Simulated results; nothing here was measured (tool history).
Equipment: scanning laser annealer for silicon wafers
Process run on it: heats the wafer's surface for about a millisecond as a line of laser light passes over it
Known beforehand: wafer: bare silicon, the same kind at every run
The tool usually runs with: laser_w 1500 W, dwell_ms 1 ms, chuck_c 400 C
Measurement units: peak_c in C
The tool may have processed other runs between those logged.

{"run": 1, "hour": 0.0, "laser_w": 1500, "dwell_ms": 1, "chuck_c": 400, "peak_c": 1171}
{"run": 2, "hour": 54.4, "laser_w": 1500, "dwell_ms": 1, "chuck_c": 419, "peak_c": 1191}
{"run": 3, "hour": 78.3, "laser_w": 1500, "dwell_ms": 1.09, "chuck_c": 400, "peak_c": 1204}
{"run": 4, "hour": 129.7, "laser_w": 1500, "dwell_ms": 1.09, "chuck_c": 400, "peak_c": 1202}
{"run": 5, "hour": 160.9, "laser_w": 1500, "dwell_ms": 1.09, "chuck_c": 400, "peak_c": 1203}
{"run": 6, "hour": 203.9, "laser_w": 1500, "dwell_ms": 1.09, "chuck_c": 418, "peak_c": 1220}
{"run": 7, "hour": 260.7, "laser_w": 1395, "dwell_ms": 1, "chuck_c": 400, "peak_c": 1099}
{"run": 8, "hour": 284.4, "laser_w": 1395, "dwell_ms": 1, "chuck_c": 400, "peak_c": 1100}
{"run": 9, "hour": 312.6, "laser_w": 1500, "dwell_ms": 1, "chuck_c": 410, "peak_c": 1173}
{"hour": 318.9, "done": "window over the wafer cleaned"}
{"run": 10, "hour": 363.8, "laser_w": 1500, "dwell_ms": 0.77, "chuck_c": 410, "peak_c": 1076}
{"run": 11, "hour": 400.2, "laser_w": 1500, "dwell_ms": 0.77, "chuck_c": 410, "peak_c": 1070}
{"run": 12, "hour": 454.8, "laser_w": 1379, "dwell_ms": 1, "chuck_c": 400, "peak_c": 1080}
{"run": 13, "hour": 502.2, "laser_w": 1379, "dwell_ms": 1, "chuck_c": 400, "peak_c": 1082}
{"run": 14, "hour": 533.3, "laser_w": 1379, "dwell_ms": 1, "chuck_c": 400, "peak_c": 1079}
{"run": 15, "hour": 569.7, "laser_w": 1500, "dwell_ms": 1, "chuck_c": 400, "peak_c": 1147}
{"run": 16, "hour": 599.0, "laser_w": 1500, "dwell_ms": 1, "chuck_c": 400, "peak_c": 1148}
{"hour": 642.8, "done": "window over the wafer cleaned, once more"}
{"run": 17, "hour": 652.5, "laser_w": 1643, "dwell_ms": 0.73, "chuck_c": 394, "peak_c": 1127}
{"run": 18, "hour": 703.5, "laser_w": 1643, "dwell_ms": 0.73, "chuck_c": 394, "peak_c": 1127}
{"run": 19, "hour": 747.6, "laser_w": 1643, "dwell_ms": 0.73, "chuck_c": 394, "peak_c": 1123}
{"run": 20, "hour": 788.4, "laser_w": 1401, "dwell_ms": 0.93, "chuck_c": 370, "peak_c": 1050}
{"run": 21, "hour": 819.3, "laser_w": 1317, "dwell_ms": 1, "chuck_c": 391, "peak_c": 1043}
{"run": 22, "hour": 861.9, "laser_w": 1317, "dwell_ms": 1.05, "chuck_c": 362, "peak_c": 1033}
{"run": 23, "hour": 915.1, "laser_w": 1371, "dwell_ms": 1.24, "chuck_c": 406, "peak_c": 1166}
{"run": 24, "hour": 946.3, "laser_w": 1371, "dwell_ms": 1.24, "chuck_c": 406, "peak_c": 1166}
{"run": 25, "hour": 976.6, "laser_w": 1542, "dwell_ms": 1.14, "chuck_c": 425, "peak_c": 1261}
{"run": 26, "hour": 1034.7, "laser_w": 1542, "dwell_ms": 1.14, "chuck_c": 425, "peak_c": 1258}
{"run": 27, "hour": 1074.0, "laser_w": 1542, "dwell_ms": 1.14, "chuck_c": 425, "peak_c": 1253}
{"run": 28, "hour": 1112.4, "laser_w": 1542, "dwell_ms": 1.14, "chuck_c": 425, "peak_c": 1255}
{"run": 29, "hour": 1167.7, "laser_w": 1500, "dwell_ms": 0.73, "chuck_c": 438, "peak_c": 1074}
{"run": 30, "hour": 1197.6, "laser_w": 1588, "dwell_ms": 0.72, "chuck_c": 419, "peak_c": 1098}
{"run": 31, "hour": 1254.3, "laser_w": 1588, "dwell_ms": 0.72, "chuck_c": 419, "peak_c": 1097}
{"run": 32, "hour": 1295.7, "laser_w": 1588, "dwell_ms": 0.72, "chuck_c": 419, "peak_c": 1094}

Consider 3 possible next runs. They are alternatives, not a sequence: every one starts from the tool as it was left by run 32. What does each give?
{"run": "A", "hour": 1352.2, "laser_w": 1500, "dwell_ms": 1, "chuck_c": 364, "peak_c": "?"}
{"run": "B", "hour": 1352.2, "laser_w": 1446, "dwell_ms": 1.15, "chuck_c": 405, "peak_c": "?"}
{"run": "C", "hour": 1352.2, "laser_w": 1525, "dwell_ms": 0.72, "chuck_c": 419, "peak_c": "?"}

run=A peak_c=1107
run=B peak_c=1164
run=C peak_c=1062
Had the tool no hidden state, the same runs would have come out as:
run=A peak_c=1146
run=B peak_c=1203
run=C peak_c=1095
